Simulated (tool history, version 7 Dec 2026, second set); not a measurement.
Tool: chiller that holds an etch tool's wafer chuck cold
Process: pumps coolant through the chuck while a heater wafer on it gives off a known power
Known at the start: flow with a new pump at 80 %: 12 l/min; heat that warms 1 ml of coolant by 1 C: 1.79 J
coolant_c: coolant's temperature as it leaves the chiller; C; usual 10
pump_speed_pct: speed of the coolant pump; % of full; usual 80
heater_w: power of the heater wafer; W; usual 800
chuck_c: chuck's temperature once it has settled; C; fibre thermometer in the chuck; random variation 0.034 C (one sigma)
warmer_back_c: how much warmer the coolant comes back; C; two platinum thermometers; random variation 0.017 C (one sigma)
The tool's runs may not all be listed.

| run | hour | coolant_c | pump_speed_pct | heater_w | chuck_c | warmer_back_c |
|---|---|---|---|---|---|---|
| 1 | 0 | 10 | 80 | 800 | 16.83 | 2.21 |
| 2 | 53.8 | 10 | 80 | 800 | 16.86 | 2.2 |
| 3 | 112.1 | 10 | 80 | 800 | 16.85 | 2.25 |
| 4 | 211.6 | 14 | 80 | 800 | 20.88 | 2.25 |
| 5 | 303.3 | 10 | 80 | 1037 | 18.97 | 2.91 |
| 6 | 409 | 10 | 80 | 612 | 15.26 | 1.72 |
| 7 | 470.4 | 10 | 69 | 612 | 15.65 | 1.98 |
| 8 | 562.2 | 10 | 69 | 612 | 15.64 | 2.01 |
| 9 | 658.8 | 10 | 69 | 612 | 15.61 | 1.99 |
| 10 | 741.7 | 10 | 69 | 612 | 15.62 | 2.01 |
| 11 | 841.7 | 10 | 69 | 612 | 15.55 | 2 |
| 12 | 894.5 | 10 | 80 | 512 | 14.24 | 1.46 |
| 13 | 996.1 | 10 | 80 | 512 | 14.27 | 1.47 |
| 14 | 1104.5 | 10 | 80 | 909 | 17.86 | 2.6 |
| 15 | 1212.2 | 10 | 80 | 909 | 17.9 | 2.66 |
| 16 | 1332.6 | 10 | 80 | 909 | 17.85 | 2.61 |
| 17 | 1412.1 | 10 | 80 | 909 | 17.84 | 2.65 |
| 18 | 1502.5 | 2 | 70 | 744 | 8.85 | 2.5 |
| 19 | 1586.9 | 13 | 80 | 800 | 19.85 | 2.34 |
| 20 | 1664.8 | 13 | 80 | 800 | 19.81 | 2.36 |
|  | 1682.9 | chiller's thermometer calibrated |
| 21 | 1784.1 | 6 | 93 | 677 | 11.87 | 1.73 |
| 22 | 1842.7 | 6 | 66 | 1185 | 18.32 | 4.21 |
| 23 | 1892.7 | 10 | 62 | 456 | 14.84 | 1.72 |
| 24 | 1960.3 | 8 | 66 | 406 | 12.11 | 1.45 |
| 25 | 2050.5 | 15 | 66 | 835 | 23.66 | 2.97 |
| 26 | 2123.5 | 15 | 66 | 835 | 23.67 | 3.01 |
| 27 | 2229.4 | 11 | 75 | 987 | 20.64 | 3.12 |
| 28 | 2300.8 | 11 | 61 | 606 | 17.55 | 2.36 |
| 29 | 2355.7 | 8 | 61 | 1124 | 20.28 | 4.39 |
| 30 | 2434.3 | 7 | 70 | 584 | 12.82 | 2 |
| 31 | 2541.3 | 15 | 80 | 919 | 23.69 | 2.76 |

3 ways to go on from here, each from the tool as it stands after run 31. What would each give?
| A | 2657.6 | 1 | 80 | 800 | ? | ? |
| B | 2657.6 | 10 | 95 | 795 | ? | ? |
| C | 2657.6 | 14 | 69 | 695 | ? | ? |

| run | chuck_c | warmer_back_c |
|---|---|---|
| A | 8.58 | 2.41 |
| B | 16.8 | 2.03 |
| C | 21.02 | 2.4 |
Without the tool's hidden state the same runs would have given:
| run | chuck_c | warmer_back_c |
|---|---|---|
| A | 7.88 | 2.23 |
| B | 16.18 | 1.87 |
| C | 20.39 | 2.21 |
